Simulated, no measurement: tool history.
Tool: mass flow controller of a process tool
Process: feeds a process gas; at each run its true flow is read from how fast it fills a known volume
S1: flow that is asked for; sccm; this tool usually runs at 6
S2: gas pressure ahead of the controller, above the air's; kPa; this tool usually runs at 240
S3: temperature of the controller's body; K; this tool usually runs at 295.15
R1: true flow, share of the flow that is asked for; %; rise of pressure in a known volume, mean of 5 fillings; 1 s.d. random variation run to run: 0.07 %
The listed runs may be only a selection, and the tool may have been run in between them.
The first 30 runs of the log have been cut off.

Run 31, hour 8019.6: usual settings but S1 9 sccm, S2 269 kPa, S3 303.15 K. Result: R1 98.66 %.
Run 32, hour 8308.9: usual settings but S1 17 sccm, S2 213 kPa, S3 305.15 K. Result: R1 100.02 %.
Run 33, hour 8560.4: usual settings but S1 16 sccm, S2 213 kPa, S3 299.15 K. Result: R1 99.67 %.
Run 34, hour 8904.2: usual settings but S1 16 sccm, S2 213 kPa, S3 299.15 K. Result: R1 99.53 %.
Run 35, hour 9202.4: usual settings but S1 15 sccm, S2 158 kPa, S3 298.15 K. Result: R1 99.97 %.
Run 36, hour 9480.0: usual settings but S1 12 sccm, S2 158 kPa, S3 305.15 K. Result: R1 99.92 %.
Run 37, hour 9739.2: usual settings but S1 12 sccm, S2 158 kPa, S3 300.15 K. Result: R1 99.71 %.
At hour 10100.3: controller's zero set anew.
Run 38, hour 10114.4: usual settings but S1 3 sccm, S2 149 kPa, S3 301.15 K. Result: R1 98.69 %.
Run 39, hour 10416.8: usual settings but S1 10 sccm, S2 203 kPa, S3 305.15 K. Result: R1 99.34 %.
Run 40, hour 10658.5: usual settings but S1 10 sccm, S2 175 kPa, S3 294.15 K. Result: R1 98.89 %.
Run 41, hour 10905.9: usual settings but S1 2 sccm, S2 252 kPa, S3 297.15 K. Result: R1 97.53 %.
Run 42, hour 11259.3: usual settings but S1 2 sccm, S2 252 kPa, S3 297.15 K. Result: R1 97.51 %.
Run 43, hour 11601.2: usual settings but S2 250 kPa. Result: R1 97.90 %.
Run 44, hour 11757.2: usual settings but S1 4 sccm, S3 294.15 K. Result: R1 97.76 %.
Run 45, hour 11936.7: usual settings but S1 4 sccm, S3 294.15 K. Result: R1 97.76 %.
Run 46, hour 12196.8: usual settings but S1 2 sccm, S2 232 kPa, S3 294.15 K. Result: R1 97.62 %.
Run 47, hour 12350.7: usual settings but S1 7 sccm, S2 203 kPa, S3 303.15 K. Result: R1 98.95 %.
Run 48, hour 12663.6: usual settings but S1 7 sccm, S2 203 kPa, S3 303.15 K. Result: R1 98.92 %.

Each row is a separate what-if for the run after 48, all from the same tool condition, not one after another. Results?
Run A, hour 12821.1: usual settings but S1 7 sccm, S2 248 kPa. Result: R1 ?.
Run B, hour 12821.1: usual settings but S1 7 sccm, S2 171 kPa, S3 303.15 K. Result: R1 ?.
Run C, hour 12821.1: usual settings but S1 7 sccm, S2 166 kPa, S3 306.15 K. Result: R1 ?.
Run D, hour 12821.1: usual settings but S1 3 sccm. Result: R1 ?.
Run E, hour 12821.1: usual settings but S1 8 sccm, S2 141 kPa, S3 311.15 K. Result: R1 ?.

run      R1
  A   98.11
  B   99.08
  C   99.38
  D   97.67
  E  100.07
With the hidden condition removed and each run's random variation left untouched, the same runs would have given:
run      R1
  A   98.09
  B   99.06
  C   99.36
  D   97.65
  E  100.05
